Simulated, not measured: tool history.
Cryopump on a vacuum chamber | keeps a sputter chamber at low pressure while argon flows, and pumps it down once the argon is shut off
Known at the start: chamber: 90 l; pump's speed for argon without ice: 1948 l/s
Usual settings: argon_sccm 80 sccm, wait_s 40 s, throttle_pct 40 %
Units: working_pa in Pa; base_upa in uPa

Run 1, day 0.000: usual settings. Result: working_pa 0.1818 Pa, base_upa 3.17 uPa.
Run 2, day 0.708: usual settings. Result: working_pa 0.1808 Pa, base_upa 3.07 uPa.
Run 3, day 1.629: usual settings but wait_s 136 s. Result: working_pa 0.1819 Pa, base_upa 1.88 uPa.
Run 4, day 2.817: usual settings but wait_s 136 s. Result: working_pa 0.1812 Pa, base_upa 1.86 uPa.
Run 5, day 3.904: usual settings but wait_s 136 s. Result: working_pa 0.1821 Pa, base_upa 1.92 uPa.
Run 6, day 5.258: usual settings but argon_sccm 33 sccm, wait_s 136 s. Result: working_pa 0.0744 Pa, base_upa 1.86 uPa.
Run 7, day 6.812: usual settings but wait_s 248 s. Result: working_pa 0.1822 Pa, base_upa 1.66 uPa.
Run 8, day 7.796: usual settings but wait_s 43 s. Result: working_pa 0.1833 Pa, base_upa 3.22 uPa.
Run 9, day 8.996: usual settings but wait_s 145 s. Result: working_pa 0.1835 Pa, base_upa 1.95 uPa.
Run 10, day 9.721: usual settings but wait_s 145 s. Result: working_pa 0.1837 Pa, base_upa 1.92 uPa.
Run 11, day 10.496: usual settings but wait_s 145 s. Result: working_pa 0.1838 Pa, base_upa 1.92 uPa.
Run 12, day 11.879: usual settings but wait_s 145 s. Result: working_pa 0.1843 Pa, base_upa 1.94 uPa.
Run 13, day 13.000: usual settings. Result: working_pa 0.1842 Pa, base_upa 3.39 uPa.
Run 14, day 14.246: usual settings but argon_sccm 89 sccm. Result: working_pa 0.2043 Pa, base_upa 3.37 uPa.
Run 15, day 15.471: usual settings but argon_sccm 89 sccm. Result: working_pa 0.2071 Pa, base_upa 3.35 uPa.
Run 16, day 16.629: usual settings but argon_sccm 89 sccm. Result: working_pa 0.2058 Pa, base_upa 3.42 uPa.

Forecast run 17:
Run 17, day 17.629: usual settings but argon_sccm 89 sccm. Result: working_pa ?, base_upa ?.

Run 17 gave working_pa 0.2072 Pa, base_upa 3.42 uPa.
Without the tool's hidden state the same run would have given working_pa 0.1936 Pa, base_upa 2.05 uPa.
